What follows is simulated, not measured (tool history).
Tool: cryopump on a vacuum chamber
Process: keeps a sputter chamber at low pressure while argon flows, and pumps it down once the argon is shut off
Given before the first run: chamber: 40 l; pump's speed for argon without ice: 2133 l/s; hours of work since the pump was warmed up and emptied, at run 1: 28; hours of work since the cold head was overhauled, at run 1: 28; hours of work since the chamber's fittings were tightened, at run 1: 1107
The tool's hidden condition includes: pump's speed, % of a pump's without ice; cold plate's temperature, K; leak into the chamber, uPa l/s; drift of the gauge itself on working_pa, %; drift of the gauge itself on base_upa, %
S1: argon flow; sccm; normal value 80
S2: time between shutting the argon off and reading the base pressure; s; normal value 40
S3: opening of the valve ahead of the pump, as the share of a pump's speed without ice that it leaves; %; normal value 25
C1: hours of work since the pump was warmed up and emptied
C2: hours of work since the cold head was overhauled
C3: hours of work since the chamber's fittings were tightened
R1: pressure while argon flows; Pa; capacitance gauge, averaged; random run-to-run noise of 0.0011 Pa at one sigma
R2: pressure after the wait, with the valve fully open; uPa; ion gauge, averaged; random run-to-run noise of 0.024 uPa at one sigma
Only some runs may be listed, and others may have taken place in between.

run,day,S1,S2,S3,C1,C2,C3,R1,R2
1,0.000,80,40,25,28,28,1107,0.2537,1.23
2,0.462,80,40,25,33,33,1113,0.2548,1.18
3,0.888,80,40,25,38,38,1118,0.2538,1.14
4,1.625,122,40,25,47,47,1127,0.3887,1.14
5,2.433,122,40,25,57,57,1136,0.3877,1.18
6,2.825,122,40,25,62,62,1141,0.3866,1.19
7,3.667,122,40,25,72,72,1151,0.3905,1.22
8,4.579,122,40,25,83,83,1162,0.3896,1.17
9,5.029,122,40,25,88,88,1167,0.3874,1.21
10,5.938,122,40,25,99,99,1178,0.3898,1.22
11,6.329,57,21,35,104,104,1183,0.1310,1.95
12,7.204,57,21,35,114,114,1194,0.1311,1.93
13,7.692,52,31,16,120,120,1200,0.2608,1.41
14,8.329,43,35,50,128,128,1207,0.0687,1.34
15,9.175,38,20,50,138,138,1217,0.0608,1.98
16,9.621,56,20,42,143,143,1223,0.1071,1.99
17,10.075,154,40,25,149,149,1228,0.4884,1.26
18,10.729,114,23,15,157,157,1236,0.6044,1.83
19,11.338,114,170,29,164,164,1243,0.3161,0.58
20,11.708,80,213,26,168,168,1248,0.2462,0.59

Here are 4 independent what-if runs from the current tool condition. What would each one return?
A,12.192,70,213,26,174,174,1254,?,?
B,12.192,64,213,26,174,174,1254,?,?
C,12.192,80,140,19,174,174,1254,?,?
D,12.192,76,119,16,174,174,1254,?,?

run,R1,R2
A,0.2142,0.56
B,0.1981,0.60
C,0.3353,0.65
D,0.3781,0.68
Stripped of hidden state, with their random variation kept, the same runs would have yielded:
run,R1,R2
A,0.2119,0.28
B,0.1960,0.32
C,0.3327,0.37
D,0.3756,0.40
